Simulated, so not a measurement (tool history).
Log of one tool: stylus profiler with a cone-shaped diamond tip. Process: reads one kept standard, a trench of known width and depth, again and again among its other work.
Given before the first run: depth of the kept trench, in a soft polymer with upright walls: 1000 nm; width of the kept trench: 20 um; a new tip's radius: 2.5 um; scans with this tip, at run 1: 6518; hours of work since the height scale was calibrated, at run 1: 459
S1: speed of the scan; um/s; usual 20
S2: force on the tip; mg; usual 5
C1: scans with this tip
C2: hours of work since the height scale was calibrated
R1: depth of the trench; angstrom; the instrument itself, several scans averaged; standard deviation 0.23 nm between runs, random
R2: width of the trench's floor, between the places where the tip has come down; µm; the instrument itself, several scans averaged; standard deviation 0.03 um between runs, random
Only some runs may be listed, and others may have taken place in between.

| run | hour | S1 | S2 | C1 | C2 | R1 | R2 |
|---|---|---|---|---|---|---|---|
| 1 | 0 | 20 | 5 | 6518 | 459 | 10169 | 14.72 |
| 2 | 78.4 | 20 | 5 | 7318 | 515 | 10174.1 | 14.54 |
| 3 | 148.4 | 16 | 5 | 8033 | 565 | 10169.2 | 14.48 |
| 4 | 201.7 | 16 | 5 | 8577 | 603 | 10180.6 | 14.43 |
| 5 | 251.6 | 16 | 5 | 9086 | 639 | 10177.3 | 14.26 |
| 6 | 336.8 | 16 | 5 | 9956 | 700 | 10178.3 | 14.15 |
| 7 | 414.7 | 16 | 14.07 | 10750 | 756 | 10335.3 | 14.03 |
| 8 | 525.3 | 16 | 14.07 | 11879 | 836 | 10340.7 | 13.88 |
| 9 | 607 | 16 | 14.07 | 12713 | 894 | 10342.5 | 13.78 |
| 10 | 694.7 | 20 | 5 | 13608 | 957 | 10196.2 | 13.66 |
| 11 | 808.4 | 56 | 5 | 14768 | 1039 | 10201.8 | 13.39 |
|  | 833.5 | height scale calibrated on a step standard |
| 12 | 895.8 | 56 | 5 | 15655 | 45 | 10220.4 | 13.29 |
| 13 | 942.1 | 56 | 5 | 16128 | 78 | 10218.5 | 13.27 |
| 14 | 999.6 | 42 | 5 | 16714 | 119 | 10220.9 | 13.17 |
| 15 | 1073 | 42 | 5 | 17463 | 172 | 10221.7 | 13.11 |
| 16 | 1119.1 | 20 | 2.75 | 17933 | 205 | 10171.4 | 13.05 |
| 17 | 1193.9 | 20 | 2.75 | 18698 | 259 | 10178.7 | 12.96 |
| 18 | 1273.7 | 20 | 2.75 | 19511 | 316 | 10178.3 | 12.83 |
| 19 | 1329.4 | 20 | 2.75 | 20080 | 356 | 10182 | 12.77 |
| 20 | 1431.4 | 20 | 2.75 | 21121 | 429 | 10183.9 | 12.62 |
|  | 1442.3 | new tip fitted, height scale calibrated |
|  | 1470.9 | height scale calibrated on a step standard, once more |
| 21 | 1511.4 | 53 | 5 | 699 | 29 | 10158.4 | 15.68 |
| 22 | 1599.3 | 20 | 5 | 1597 | 92 | 10162.8 | 15.55 |
| 23 | 1664.6 | 14 | 5 | 2263 | 139 | 10161.1 | 15.45 |
| 24 | 1727.4 | 14 | 5 | 2904 | 184 | 10166.2 | 15.33 |
| 25 | 1797.3 | 54 | 11.87 | 3617 | 234 | 10285.5 | 15.19 |
| 26 | 1888.3 | 29 | 8.62 | 4546 | 300 | 10234.8 | 15.01 |
| 27 | 1993.2 | 9 | 10.15 | 5617 | 375 | 10264.6 | 14.95 |
| 28 | 2107.4 | 16 | 3.85 | 6782 | 457 | 10157.4 | 14.68 |
| 29 | 2194.4 | 24 | 4.4 | 7670 | 519 | 10170.4 | 14.51 |
| 30 | 2272.9 | 24 | 4.4 | 8471 | 576 | 10166.8 | 14.38 |
| 31 | 2378 | 64 | 5.95 | 9543 | 651 | 10205.8 | 14.15 |
| 32 | 2482.7 | 21 | 2.88 | 10612 | 726 | 10140.5 | 14.09 |
| 33 | 2581.7 | 25 | 6.23 | 11622 | 797 | 10220 | 13.94 |
| 34 | 2678.7 | 68 | 8.34 | 12612 | 867 | 10265 | 13.72 |
| 35 | 2774.7 | 68 | 8.34 | 13593 | 936 | 10265.2 | 13.61 |
| 36 | 2839.3 | 68 | 8.86 | 14251 | 982 | 10275.9 | 13.49 |
|  | 2943.6 | height scale calibrated on a step standard |
| 37 | 2954.1 | 5 | 2.54 | 15418 | 8 | 10089.2 | 13.51 |
| 38 | 3025.4 | 7 | 2.3 | 16146 | 59 | 10088.7 | 13.32 |
| 39 | 3125 | 7 | 2.3 | 17162 | 130 | 10089.3 | 13.25 |
| 40 | 3221.8 | 18 | 6.73 | 18150 | 200 | 10188.6 | 13.1 |
| 41 | 3288 | 55 | 4.1 | 18825 | 247 | 10142.5 | 12.87 |
| 42 | 3354.9 | 55 | 4.1 | 19508 | 295 | 10145.3 | 12.85 |
| 43 | 3461.7 | 55 | 4.1 | 20598 | 372 | 10148.8 | 12.68 |
|  | 3521.6 | new tip fitted, height scale calibrated |
| 44 | 3576.2 | 55 | 4.1 | 557 | 39 | 10137.8 | 15.87 |
| 45 | 3658.2 | 26 | 1.99 | 1394 | 98 | 10090.4 | 15.76 |
| 46 | 3752.1 | 26 | 1.99 | 2352 | 165 | 10095.6 | 15.53 |

Branching from run 46: 4 alternative next runs. What would each branch give?
| A | 3831.4 | 8 | 6.25 | 3161 | 222 | ? | ? |
| B | 3831.4 | 16 | 1.86 | 3161 | 222 | ? | ? |
| C | 3831.4 | 18 | 9.92 | 3161 | 222 | ? | ? |
| D | 3831.4 | 42 | 4.36 | 3161 | 222 | ? | ? |

| run | R1 | R2 |
|---|---|---|
| A | 10192.8 | 15.47 |
| B | 10092.7 | 15.42 |
| C | 10253.6 | 15.41 |
| D | 10152.4 | 15.35 |
What these runs would have given with no unlogged condition in the tool:
| run | R1 | R2 |
|---|---|---|
| A | 10178.1 | 16.03 |
| B | 10078.2 | 15.97 |
| C | 10238.9 | 15.97 |
| D | 10137.8 | 15.9 |

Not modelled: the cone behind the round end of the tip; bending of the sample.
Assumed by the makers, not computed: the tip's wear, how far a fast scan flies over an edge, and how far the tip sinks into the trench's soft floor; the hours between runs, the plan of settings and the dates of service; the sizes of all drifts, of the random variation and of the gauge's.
